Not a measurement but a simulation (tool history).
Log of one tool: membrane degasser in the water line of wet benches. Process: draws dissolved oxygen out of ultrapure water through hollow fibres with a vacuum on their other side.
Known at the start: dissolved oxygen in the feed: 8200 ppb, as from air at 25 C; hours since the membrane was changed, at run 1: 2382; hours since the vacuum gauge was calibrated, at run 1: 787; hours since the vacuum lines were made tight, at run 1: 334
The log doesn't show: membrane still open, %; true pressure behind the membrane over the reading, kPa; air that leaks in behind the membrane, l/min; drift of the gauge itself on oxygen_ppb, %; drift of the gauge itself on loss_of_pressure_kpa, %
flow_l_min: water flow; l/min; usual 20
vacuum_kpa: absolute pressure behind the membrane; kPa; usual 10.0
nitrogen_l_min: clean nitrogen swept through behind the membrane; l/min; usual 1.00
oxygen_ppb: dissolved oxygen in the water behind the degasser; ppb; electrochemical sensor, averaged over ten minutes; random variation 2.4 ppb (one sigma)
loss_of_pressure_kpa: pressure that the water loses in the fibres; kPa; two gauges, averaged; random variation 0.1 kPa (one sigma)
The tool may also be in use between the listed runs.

| run | hour | flow_l_min | vacuum_kpa | nitrogen_l_min | hours since the membrane was changed | hours since the vacuum gauge was calibrated | hours since the vacuum lines were made tight | oxygen_ppb | loss_of_pressure_kpa |
|---|---|---|---|---|---|---|---|---|---|
| 1 | 0.0 | 20 | 10.0 | 1.00 | 2382 | 787 | 334 | 480.9 | 35.19 |
| 2 | 61.6 | 20 | 10.0 | 0.63 | 2444 | 849 | 396 | 612.8 | 35.36 |
| 3 | 90.7 | 20 | 10.0 | 0.56 | 2473 | 878 | 425 | 656.9 | 35.22 |
| 4 | 152.5 | 20 | 10.0 | 1.00 | 2535 | 939 | 487 | 481.5 | 35.32 |
| 5 | 203.5 | 20 | 10.0 | 1.00 | 2586 | 990 | 538 | 478.1 | 34.98 |
| 6 | 254.8 | 20 | 10.0 | 1.00 | 2637 | 1042 | 589 | 481.2 | 35.34 |
| 7 | 291.6 | 20 | 10.0 | 1.00 | 2674 | 1079 | 626 | 481.5 | 35.26 |
| 8 | 343.2 | 20 | 10.0 | 1.00 | 2726 | 1130 | 677 | 484.0 | 35.27 |
| 9 | 401.8 | 20 | 10.0 | 1.00 | 2784 | 1189 | 736 | 478.3 | 35.27 |
| 10 | 458.0 | 20 | 10.0 | 1.00 | 2840 | 1245 | 792 | 481.4 | 35.10 |
| 11 | 497.9 | 20 | 10.0 | 1.78 | 2880 | 1285 | 832 | 367.8 | 35.28 |
| 12 | 543.2 | 20 | 10.0 | 1.78 | 2926 | 1330 | 877 | 369.4 | 35.33 |
| 13 | 581.4 | 20 | 10.0 | 1.78 | 2964 | 1368 | 916 | 369.0 | 35.23 |
|  | 585.6 | vacuum gauge calibrated |
| 14 | 637.3 | 20 | 10.0 | 1.00 | 3019 | 52 | 971 | 481.6 | 35.25 |
| 15 | 696.8 | 20 | 10.0 | 2.84 | 3079 | 111 | 1030 | 308.1 | 35.28 |
| 16 | 724.0 | 20 | 10.0 | 1.00 | 3106 | 138 | 1058 | 481.2 | 35.25 |
| 17 | 758.5 | 29 | 7.4 | 1.00 | 3140 | 173 | 1092 | 678.1 | 51.19 |
| 18 | 816.8 | 29 | 7.4 | 1.00 | 3199 | 231 | 1150 | 679.9 | 51.25 |
| 19 | 847.1 | 14 | 10.0 | 1.00 | 3229 | 262 | 1181 | 287.0 | 24.85 |
| 20 | 904.8 | 14 | 10.0 | 1.00 | 3287 | 319 | 1238 | 287.8 | 24.75 |
|  | 915.3 | vacuum gauge calibrated, once more |
| 21 | 943.2 | 14 | 10.0 | 1.00 | 3325 | 28 | 1276 | 285.2 | 24.63 |
| 22 | 1001.7 | 14 | 10.0 | 1.00 | 3383 | 86 | 1335 | 288.1 | 24.78 |
| 23 | 1027.9 | 14 | 10.0 | 1.00 | 3409 | 113 | 1361 | 286.1 | 24.69 |
| 24 | 1086.2 | 14 | 10.0 | 0.97 | 3468 | 171 | 1419 | 291.0 | 24.77 |
| 25 | 1124.7 | 14 | 13.0 | 1.00 | 3506 | 209 | 1458 | 373.8 | 24.74 |
| 26 | 1186.0 | 20 | 7.6 | 1.50 | 3567 | 271 | 1519 | 329.8 | 35.16 |
| 27 | 1211.0 | 16 | 24.5 | 1.00 | 3592 | 296 | 1544 | 813.2 | 28.26 |
| 28 | 1266.7 | 31 | 6.4 | 0.72 | 3648 | 351 | 1600 | 759.0 | 54.79 |
| 29 | 1322.5 | 31 | 6.4 | 0.72 | 3704 | 407 | 1656 | 753.1 | 54.93 |
| 30 | 1365.5 | 21 | 6.5 | 2.50 | 3747 | 450 | 1699 | 289.7 | 37.16 |
| 31 | 1405.9 | 20 | 6.5 | 1.15 | 3787 | 491 | 1739 | 322.4 | 35.54 |
| 32 | 1467.9 | 20 | 9.3 | 0.88 | 3849 | 553 | 1801 | 485.2 | 35.42 |

3 ways to go on from here, each from the tool as it stands after run 32. What would each give?
| A | 1512.7 | 20 | 8.4 | 1.57 | 3894 | 597 | 1846 | ? | ? |
| B | 1512.7 | 14 | 8.0 | 1.26 | 3894 | 597 | 1846 | ? | ? |
| C | 1512.7 | 20 | 11.5 | 0.58 | 3894 | 597 | 1846 | ? | ? |

| run | oxygen_ppb | loss_of_pressure_kpa |
|---|---|---|
| A | 345.3 | 35.37 |
| B | 195.6 | 24.80 |
| C | 742.8 | 35.35 |
Without the tool's hidden state the same runs would have given:
| run | oxygen_ppb | loss_of_pressure_kpa |
|---|---|---|
| A | 334.6 | 34.88 |
| B | 190.2 | 24.45 |
| C | 732.3 | 34.85 |

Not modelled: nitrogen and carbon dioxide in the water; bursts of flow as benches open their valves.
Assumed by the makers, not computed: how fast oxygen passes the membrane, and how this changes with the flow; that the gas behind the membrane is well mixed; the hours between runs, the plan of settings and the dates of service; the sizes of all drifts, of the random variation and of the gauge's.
